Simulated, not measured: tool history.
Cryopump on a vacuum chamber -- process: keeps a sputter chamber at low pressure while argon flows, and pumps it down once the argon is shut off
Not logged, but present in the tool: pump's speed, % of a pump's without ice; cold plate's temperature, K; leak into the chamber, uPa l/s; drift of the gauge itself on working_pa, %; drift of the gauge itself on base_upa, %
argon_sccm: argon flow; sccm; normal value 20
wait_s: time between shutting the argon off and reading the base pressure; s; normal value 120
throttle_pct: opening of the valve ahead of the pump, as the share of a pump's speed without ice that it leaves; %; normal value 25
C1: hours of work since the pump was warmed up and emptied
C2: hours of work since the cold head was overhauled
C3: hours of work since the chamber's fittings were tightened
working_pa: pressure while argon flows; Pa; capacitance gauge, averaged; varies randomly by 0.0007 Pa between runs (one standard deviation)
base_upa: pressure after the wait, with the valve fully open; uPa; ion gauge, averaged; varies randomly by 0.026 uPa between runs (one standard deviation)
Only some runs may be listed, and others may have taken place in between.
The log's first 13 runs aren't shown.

run 14 day=11.475 | argon_sccm=20 wait_s=120 throttle_pct=57 | C1=266 C2=266 C3=1374 | working_pa=0.0577 base_upa=2.40
run 15 day=12.671 | argon_sccm=20 wait_s=120 throttle_pct=18 | C1=286 C2=286 C3=1395 | working_pa=0.1756 base_upa=2.50
run 16 day=13.850 | argon_sccm=20 wait_s=120 throttle_pct=29 | C1=306 C2=306 C3=1415 | working_pa=0.1109 base_upa=2.47
run 17 day=14.858 | argon_sccm=20 wait_s=120 throttle_pct=25 | C1=323 C2=323 C3=1432 | working_pa=0.1265 base_upa=2.49
run 18 day=15.971 | argon_sccm=20 wait_s=120 throttle_pct=25 | C1=342 C2=342 C3=1451 | working_pa=0.1265 base_upa=2.46
run 19 day=16.658 | argon_sccm=26 wait_s=223 throttle_pct=33 | C1=354 C2=354 C3=1463 | working_pa=0.1277 base_upa=2.12
run 20 day=17.862 | argon_sccm=10 wait_s=27 throttle_pct=43 | C1=375 C2=375 C3=1484 | working_pa=0.0389 base_upa=5.32
run 21 day=18.500 | argon_sccm=10 wait_s=90 throttle_pct=30 | C1=386 C2=386 C3=1495 | working_pa=0.0538 base_upa=2.89
run 22 day=19.254 | argon_sccm=20 wait_s=120 throttle_pct=42 | C1=399 C2=399 C3=1507 | working_pa=0.0805 base_upa=2.66
run 23 day=20.421 | argon_sccm=30 wait_s=42 throttle_pct=58 | C1=419 C2=419 C3=1527 | working_pa=0.0895 base_upa=4.13
run 24 day=20.992 | argon_sccm=30 wait_s=42 throttle_pct=58 | C1=428 C2=428 C3=1537 | working_pa=0.0901 base_upa=4.23
run 25 day=22.088 | argon_sccm=20 wait_s=77 throttle_pct=56 | C1=447 C2=447 C3=1556 | working_pa=0.0615 base_upa=3.26
run 26 day=22.900 | argon_sccm=20 wait_s=77 throttle_pct=18 | C1=461 C2=461 C3=1570 | working_pa=0.1779 base_upa=3.22
run 27 day=23.608 | argon_sccm=25 wait_s=77 throttle_pct=18 | C1=473 C2=473 C3=1582 | working_pa=0.2238 base_upa=3.35
run 28 day=24.462 | argon_sccm=20 wait_s=25 throttle_pct=30 | C1=488 C2=488 C3=1596 | working_pa=0.1100 base_upa=5.80
run 29 day=25.138 | argon_sccm=20 wait_s=86 throttle_pct=30 | C1=499 C2=499 C3=1608 | working_pa=0.1098 base_upa=3.08
run 30 day=26.379 | argon_sccm=30 wait_s=127 throttle_pct=48 | C1=520 C2=520 C3=1629 | working_pa=0.1093 base_upa=2.86
run 31 day=27.425 | argon_sccm=30 wait_s=127 throttle_pct=19 | C1=538 C2=538 C3=1647 | working_pa=0.2571 base_upa=2.90
run 32 day=28.608 | argon_sccm=18 wait_s=45 throttle_pct=53 | C1=559 C2=559 C3=1667 | working_pa=0.0616 base_upa=4.25

Expected results for the next run?
run 33 day=29.679 | argon_sccm=18 wait_s=45 throttle_pct=53 | C1=577 C2=577 C3=1686 | working_pa=? base_upa=?

For run 33 the tool returned working_pa 0.0610 Pa, base_upa 4.32 uPa.
Were there no unlogged condition in the tool, this run, its random variation unchanged, would have produced working_pa 0.0520 Pa, base_upa 2.38 uPa.
